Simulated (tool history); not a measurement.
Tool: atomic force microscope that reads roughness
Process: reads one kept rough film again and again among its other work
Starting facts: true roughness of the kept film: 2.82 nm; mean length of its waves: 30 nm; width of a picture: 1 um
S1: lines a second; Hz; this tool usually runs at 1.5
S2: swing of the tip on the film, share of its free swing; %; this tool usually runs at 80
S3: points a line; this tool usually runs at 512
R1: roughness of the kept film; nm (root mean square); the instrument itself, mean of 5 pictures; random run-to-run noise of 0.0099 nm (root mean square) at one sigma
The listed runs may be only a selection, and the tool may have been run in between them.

run	day	S1	S2	S3	R1
1	0	1.5	80	512	2.226
2	0.438	1.5	80	512	2.178
3	0.9	1.5	80	512	2.157
4	1.15	1.5	80	512	2.144
5	1.417	1.5	80	512	2.112
6	1.808	1.5	80	512	2.082
7	2.071	1.5	80	512	2.051
8	2.533	1.5	80	512	2.022
9	2.825	1.5	80	512	2.007
10	3.288	0.54	80	512	2.081
11	3.492	0.54	80	500	2.083
12	3.821	2.76	80	500	1.787
13	4.267	1.5	80	564	1.904
14	4.617	1.5	80	564	1.892
15	4.933	1.49	80	512	1.852
16	5.171	1.5	82	512	1.835
17	5.508	1.5	79	512	1.832
18	5.796	1.5	85	751	1.775
19	6.133	1.5	70	715	1.88
# day 6.292: new tip fitted
20	6.383	1.5	70	715	2.357
21	6.596	1.09	80	752	2.304
22	6.854	1.09	80	752	2.262
23	7.296	3.48	61	435	2.203
24	7.758	3.48	61	435	2.184
25	8.212	1.5	74	379	2.133
26	8.521	1.5	82	481	2.049

Alternative continuations, all from the tool just after run 26; predict every row:
A	9.004	2.61	80	512	?
B	9.004	1.5	76	359	?
C	9.004	2.27	79	288	?

run	R1
A	1.902
B	2.07
C	1.942
With the hidden condition removed and each run's random variation left untouched, the same runs would have given:
run	R1
A	2.12
B	2.306
C	2.163

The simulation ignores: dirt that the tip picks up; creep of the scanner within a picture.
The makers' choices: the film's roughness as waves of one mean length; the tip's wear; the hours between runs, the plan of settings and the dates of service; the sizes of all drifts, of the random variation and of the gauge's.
